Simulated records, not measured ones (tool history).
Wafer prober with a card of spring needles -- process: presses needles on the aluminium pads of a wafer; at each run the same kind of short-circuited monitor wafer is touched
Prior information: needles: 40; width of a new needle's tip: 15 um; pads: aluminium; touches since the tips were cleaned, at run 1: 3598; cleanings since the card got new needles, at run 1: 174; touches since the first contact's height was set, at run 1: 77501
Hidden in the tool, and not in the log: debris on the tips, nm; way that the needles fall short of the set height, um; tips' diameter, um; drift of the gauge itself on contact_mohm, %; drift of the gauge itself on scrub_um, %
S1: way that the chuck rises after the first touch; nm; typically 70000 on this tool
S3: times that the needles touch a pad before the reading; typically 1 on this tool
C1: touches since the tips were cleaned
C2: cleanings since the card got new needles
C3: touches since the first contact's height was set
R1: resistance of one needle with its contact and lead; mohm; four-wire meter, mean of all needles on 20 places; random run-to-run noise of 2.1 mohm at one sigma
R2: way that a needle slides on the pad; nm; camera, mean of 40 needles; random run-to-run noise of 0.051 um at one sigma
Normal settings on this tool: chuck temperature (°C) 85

run 1 hour=0 | S1=70000 chuck_temperature_(°C)=85 S3=1 | C1=3598 C2=174 C3=77501 | R1=232 R2=12710
-- hour=2 tips cleaned on abrasive film
-- hour=9.6 tips cleaned on abrasive film
-- hour=11.8 height of the first contact set anew
-- hour=17.5 tips cleaned on abrasive film
-- hour=25.1 tips cleaned on abrasive film
-- hour=32.7 tips cleaned on abrasive film
-- hour=42.2 tips cleaned on abrasive film
-- hour=51.7 tips cleaned on abrasive film
-- hour=59.3 tips cleaned on abrasive film
-- hour=68.8 tips cleaned on abrasive film
run 2 hour=75.9 | S1=74000 chuck_temperature_(°C)=85 S3=1 | C1=4279 C2=183 C3=37871 | R1=228 R2=13450
-- hour=77.9 tips cleaned on abrasive film
-- hour=85.5 tips cleaned on abrasive film
-- hour=93.1 tips cleaned on abrasive film
-- hour=100.7 tips cleaned on abrasive film
-- hour=108.3 tips cleaned on abrasive film
-- hour=117.8 tips cleaned on abrasive film
-- hour=127.3 tips cleaned on abrasive film
-- hour=134.9 tips cleaned on abrasive film
run 3 hour=137.4 | S1=74000 chuck_temperature_(°C)=85 S3=2 | C1=1507 C2=191 C3=74089 | R1=223 R2=13510
-- hour=143.2 tips cleaned on abrasive film
-- hour=150.8 tips cleaned on abrasive film
-- hour=154.8 height of the first contact set anew
-- hour=158.7 tips cleaned on abrasive film
-- hour=166.3 tips cleaned on abrasive film
-- hour=173.9 tips cleaned on abrasive film
-- hour=181.5 tips cleaned on abrasive film
-- hour=189.1 tips cleaned on abrasive film
run 4 hour=195.6 | S1=74000 chuck_temperature_(°C)=85 S3=2 | C1=3853 C2=198 C3=24009 | R1=227 R2=13480
-- hour=197.6 tips cleaned on abrasive film
-- hour=205.2 tips cleaned on abrasive film
-- hour=212.8 tips cleaned on abrasive film
-- hour=220.4 tips cleaned on abrasive film
-- hour=228 tips cleaned on abrasive film
-- hour=235.6 tips cleaned on abrasive film
-- hour=243.2 tips cleaned on abrasive film
-- hour=252.7 tips cleaned on abrasive film
-- hour=260.6 tips cleaned on abrasive film
run 5 hour=260.6 | S1=74000 chuck_temperature_(°C)=85 S3=2 | C1=0 C2=207 C3=62235 | R1=228 R2=13550
-- hour=270 tips cleaned on abrasive film
-- hour=279.5 tips cleaned on abrasive film
-- hour=289 tips cleaned on abrasive film
-- hour=298.5 tips cleaned on abrasive film
-- hour=298.8 height of the first contact set anew
run 6 hour=304.6 | S1=70000 chuck_temperature_(°C)=85 S3=1 | C1=3480 C2=211 C3=3480 | R1=228 R2=12780
-- hour=306.6 tips cleaned on abrasive film
-- hour=314.2 tips cleaned on abrasive film
-- hour=323.7 tips cleaned on abrasive film
-- hour=331.3 tips cleaned on abrasive film
-- hour=338.9 tips cleaned on abrasive film
-- hour=346.5 tips cleaned on abrasive film
-- hour=354.1 tips cleaned on abrasive film
-- hour=361.7 tips cleaned on abrasive film
-- hour=369.3 tips cleaned on abrasive film
-- hour=376.9 tips cleaned on abrasive film
-- hour=384.5 tips cleaned on abrasive film
-- hour=394 tips cleaned on abrasive film
run 7 hour=401 | S1=70000 chuck_temperature_(°C)=111 S3=1 | C1=4174 C2=223 C3=60279 | R1=231 R2=12800
-- hour=403 tips cleaned on abrasive film
-- hour=412.5 tips cleaned on abrasive film
-- hour=420.1 tips cleaned on abrasive film
-- hour=427.7 tips cleaned on abrasive film
-- hour=437.2 tips cleaned on abrasive film
-- hour=443.1 height of the first contact set anew
-- hour=447 tips cleaned on abrasive film
-- hour=456.5 tips cleaned on abrasive film
-- hour=464.1 tips cleaned on abrasive film
-- hour=471.7 tips cleaned on abrasive film
run 8 hour=474.3 | S1=70000 chuck_temperature_(°C)=111 S3=1 | C1=1587 C2=232 C3=18383 | R1=237 R2=12900
-- hour=480.1 tips cleaned on abrasive film
-- hour=487.7 tips cleaned on abrasive film
-- hour=495.3 tips cleaned on abrasive film
-- hour=502.9 tips cleaned on abrasive film
-- hour=510.5 tips cleaned on abrasive film
-- hour=518.1 tips cleaned on abrasive film
-- hour=525.7 tips cleaned on abrasive film
run 9 hour=531.4 | S1=70000 chuck_temperature_(°C)=85 S3=1 | C1=3397 C2=239 C3=52013 | R1=228 R2=12840
-- hour=533.4 tips cleaned on abrasive film
-- hour=541 tips cleaned on abrasive film
-- hour=548.6 tips cleaned on abrasive film
-- hour=558.1 tips cleaned on abrasive film
-- hour=565.7 tips cleaned on abrasive film
-- hour=573.3 tips cleaned on abrasive film
-- hour=580.9 tips cleaned on abrasive film
-- hour=586.8 height of the first contact set anew
-- hour=588.8 tips cleaned on abrasive film
run 10 hour=590.2 | S1=70000 chuck_temperature_(°C)=85 S3=1 | C1=851 C2=247 C3=1971 | R1=227 R2=12870
-- hour=597.9 tips cleaned on abrasive film
-- hour=605.5 tips cleaned on abrasive film
-- hour=614.9 tips cleaned on abrasive film
-- hour=622.6 tips cleaned on abrasive film
-- hour=632 tips cleaned on abrasive film
-- hour=639.6 tips cleaned on abrasive film
-- hour=651.6 card fitted with new needles
-- hour=659.3 tips cleaned on abrasive film
-- hour=666.9 tips cleaned on abrasive film
-- hour=674.5 tips cleaned on abrasive film
run 11 hour=681.8 | S1=74000 chuck_temperature_(°C)=72 S3=1 | C1=4348 C2=3 C3=17785 | R1=221 R2=13550
-- hour=683.7 tips cleaned on abrasive film
-- hour=693.2 tips cleaned on abrasive film
-- hour=700.8 tips cleaned on abrasive film
-- hour=708.4 tips cleaned on abrasive film
-- hour=716 tips cleaned on abrasive film
-- hour=723.6 tips cleaned on abrasive film
run 12 hour=728 | S1=74000 chuck_temperature_(°C)=72 S3=1 | C1=2602 C2=9 C3=45021 | R1=220 R2=13570
-- hour=731.9 tips cleaned on abrasive film
-- hour=739.5 tips cleaned on abrasive film
-- hour=747.1 tips cleaned on abrasive film
-- hour=756.6 tips cleaned on abrasive film
-- hour=766 tips cleaned on abrasive film
-- hour=775.5 tips cleaned on abrasive film
-- hour=783.1 tips cleaned on abrasive film
-- hour=790.7 tips cleaned on abrasive film
-- hour=794.8 height of the first contact set anew
run 13 hour=797.7 | S1=74000 chuck_temperature_(°C)=72 S3=1 | C1=3992 C2=17 C3=1753 | R1=225 R2=13590
-- hour=799.7 tips cleaned on abrasive film
-- hour=807.3 tips cleaned on abrasive film
-- hour=814.9 tips cleaned on abrasive film
-- hour=822.5 tips cleaned on abrasive film
-- hour=830.1 tips cleaned on abrasive film
-- hour=837.7 tips cleaned on abrasive film
-- hour=845.4 tips cleaned on abrasive film
run 14 hour=852.1 | S1=68000 chuck_temperature_(°C)=85 S3=3 | C1=3998 C2=24 C3=33744 | R1=228 R2=12540
-- hour=854 tips cleaned on abrasive film
-- hour=861.6 tips cleaned on abrasive film
-- hour=869.2 tips cleaned on abrasive film
-- hour=876.9 tips cleaned on abrasive film
-- hour=884.5 tips cleaned on abrasive film
-- hour=892.1 tips cleaned on abrasive film
-- hour=899.7 tips cleaned on abrasive film
-- hour=907.3 tips cleaned on abrasive film
-- hour=914.9 tips cleaned on abrasive film
-- hour=922.5 tips cleaned on abrasive film
-- hour=930.1 tips cleaned on abrasive film
run 15 hour=930.5 | S1=52000 chuck_temperature_(°C)=89 S3=2 | C1=208 C2=35 C3=79861 | R1=232 R2=9550
-- hour=938.1 tips cleaned on abrasive film
-- hour=938.4 height of the first contact set anew
-- hour=947.8 tips cleaned on abrasive film
-- hour=955.5 tips cleaned on abrasive film
-- hour=963.1 tips cleaned on abrasive film
-- hour=970.7 tips cleaned on abrasive film
run 16 hour=975.1 | S1=70000 chuck_temperature_(°C)=70 S3=3 | C1=2647 C2=40 C3=21682 | R1=221 R2=12900
-- hour=979 tips cleaned on abrasive film
-- hour=986.6 tips cleaned on abrasive film
-- hour=994.2 tips cleaned on abrasive film
-- hour=1001.8 tips cleaned on abrasive film
-- hour=1011.3 tips cleaned on abrasive film
-- hour=1020.8 tips cleaned on abrasive film
-- hour=1028.4 tips cleaned on abrasive film
-- hour=1036 tips cleaned on abrasive film
-- hour=1045.5 tips cleaned on abrasive film
-- hour=1053.1 tips cleaned on abrasive film
run 17 hour=1056.7 | S1=70000 chuck_temperature_(°C)=70 S3=1 | C1=2150 C2=50 C3=69743 | R1=225 R2=12870
-- hour=1062.4 tips cleaned on abrasive film
-- hour=1070 tips cleaned on abrasive film
-- hour=1079.5 tips cleaned on abrasive film
-- hour=1081.7 height of the first contact set anew
-- hour=1087.4 tips cleaned on abrasive film
-- hour=1096.9 tips cleaned on abrasive film
-- hour=1104.5 tips cleaned on abrasive film
-- hour=1112.1 tips cleaned on abrasive film
-- hour=1119.7 tips cleaned on abrasive film
-- hour=1127.3 tips cleaned on abrasive film
-- hour=1134.9 tips cleaned on abrasive film
-- hour=1142.5 tips cleaned on abrasive film
run 18 hour=1145.6 | S1=70000 chuck_temperature_(°C)=29 S3=2 | C1=1831 C2=61 C3=37663 | R1=219 R2=12940

Measured less the same run without the tool's hidden state. The same run-to-run variation is in both; the gauge's scatter may not be:
run=1 R2=+0
run=2 R2=+10
run=3 R2=+20
run=4 R2=+30
run=5 R2=+40
run=6 R2=+60
run=7 R2=+60
run=8 R2=+80
run=9 R2=+90
run=10 R2=+100
run=11 R2=+130
run=12 R2=+130
run=13 R2=+150
run=14 R2=+140
run=15 R2=+110
run=16 R2=+170
run=17 R2=+190
run=18 R2=+200
R1: within 1 mohm of the measured result in every run.

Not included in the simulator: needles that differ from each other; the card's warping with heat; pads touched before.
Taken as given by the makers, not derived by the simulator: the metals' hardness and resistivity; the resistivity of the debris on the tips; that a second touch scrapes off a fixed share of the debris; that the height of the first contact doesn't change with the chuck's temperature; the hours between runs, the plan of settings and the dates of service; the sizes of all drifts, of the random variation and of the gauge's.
